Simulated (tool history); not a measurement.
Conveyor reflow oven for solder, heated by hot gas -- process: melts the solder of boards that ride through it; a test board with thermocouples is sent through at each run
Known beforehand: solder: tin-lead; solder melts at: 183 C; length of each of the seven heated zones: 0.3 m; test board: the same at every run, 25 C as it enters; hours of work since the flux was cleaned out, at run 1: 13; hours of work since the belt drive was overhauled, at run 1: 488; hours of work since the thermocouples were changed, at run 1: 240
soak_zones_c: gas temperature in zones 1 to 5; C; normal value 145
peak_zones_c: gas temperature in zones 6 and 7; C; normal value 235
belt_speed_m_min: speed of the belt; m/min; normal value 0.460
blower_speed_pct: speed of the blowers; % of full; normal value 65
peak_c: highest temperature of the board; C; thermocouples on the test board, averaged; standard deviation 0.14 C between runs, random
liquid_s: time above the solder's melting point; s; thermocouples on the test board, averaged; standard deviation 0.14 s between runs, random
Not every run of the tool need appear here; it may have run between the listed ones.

| run | hour | soak_zones_c | peak_zones_c | belt_speed_m_min | blower_speed_pct | hours of work since the flux was cleaned out | hours of work since the belt drive was overhauled | hours of work since the thermocouples were changed | peak_c | liquid_s |
|---|---|---|---|---|---|---|---|---|---|---|
| 1 | 0.0 | 145 | 235 | 0.460 | 65 | 13 | 488 | 240 | 219.5 | 63.3 |
| 2 | 7.9 | 145 | 235 | 0.460 | 65 | 18 | 494 | 246 | 219.3 | 62.8 |
| 3 | 17.8 | 145 | 235 | 0.460 | 65 | 25 | 501 | 253 | 219.5 | 63.0 |
| 4 | 27.7 | 145 | 235 | 0.460 | 65 | 33 | 508 | 260 | 219.6 | 63.0 |
| 5 | 33.5 | 145 | 235 | 0.440 | 65 | 37 | 512 | 264 | 220.6 | 67.0 |
| 6 | 46.7 | 145 | 250 | 0.460 | 65 | 46 | 522 | 274 | 232.1 | 70.9 |
| 7 | 55.2 | 145 | 235 | 0.460 | 54 | 53 | 528 | 280 | 215.9 | 59.6 |
| 8 | 63.1 | 145 | 235 | 0.460 | 54 | 58 | 534 | 286 | 215.7 | 59.5 |
| 9 | 73.9 | 131 | 226 | 0.460 | 65 | 66 | 542 | 294 | 209.2 | 49.1 |
|  | 79.0 | belt drive overhauled, speed set with a stopwatch |
| 10 | 84.2 | 131 | 226 | 0.460 | 65 | 71 | 4 | 298 | 209.2 | 49.2 |
| 11 | 93.0 | 131 | 226 | 0.460 | 65 | 77 | 10 | 305 | 209.0 | 49.0 |
| 12 | 101.0 | 145 | 227 | 0.460 | 72 | 83 | 16 | 310 | 214.2 | 59.6 |
|  | 116.9 | belt drive overhauled, speed set with a stopwatch, once more |
| 13 | 117.1 | 148 | 227 | 0.460 | 88 | 92 | 0 | 319 | 217.4 | 63.5 |
| 14 | 127.4 | 143 | 235 | 0.454 | 65 | 99 | 8 | 326 | 219.2 | 62.4 |
| 15 | 140.8 | 143 | 235 | 0.454 | 65 | 109 | 17 | 336 | 219.2 | 62.5 |

For each entry between runs, how does the tool's hidden state at the last listed run before it compare with that at the first listed run after it?
In the gap between runs 9 and 10: belt drive overhauled, speed set with a stopwatch (hour 79.0)
  belt's true speed, % of the reading: 99.24 -> 99.12; true gas temperature in zones 6 and 7 over the reading, C: 1.05 -> 1.07
  the result without the hidden state subtracted from the measured one, peak_c: +0.6 -> +0.7 C; liquid_s: +0.9 -> +0.9 s
In the gap between runs 12 and 13: belt drive overhauled, speed set with a stopwatch, once more (hour 116.9)
  heat that the gas passes to the board, % of a clean oven's: 97.7 -> 97.5; belt's true speed, % of the reading: 99.1 -> 99.91; true gas temperature in zones 6 and 7 over the reading, C: 1.11 -> 1.14
  the result without the hidden state subtracted from the measured one, peak_c: +0.7 -> +0.4 C; liquid_s: +1.0 -> +0.2 s

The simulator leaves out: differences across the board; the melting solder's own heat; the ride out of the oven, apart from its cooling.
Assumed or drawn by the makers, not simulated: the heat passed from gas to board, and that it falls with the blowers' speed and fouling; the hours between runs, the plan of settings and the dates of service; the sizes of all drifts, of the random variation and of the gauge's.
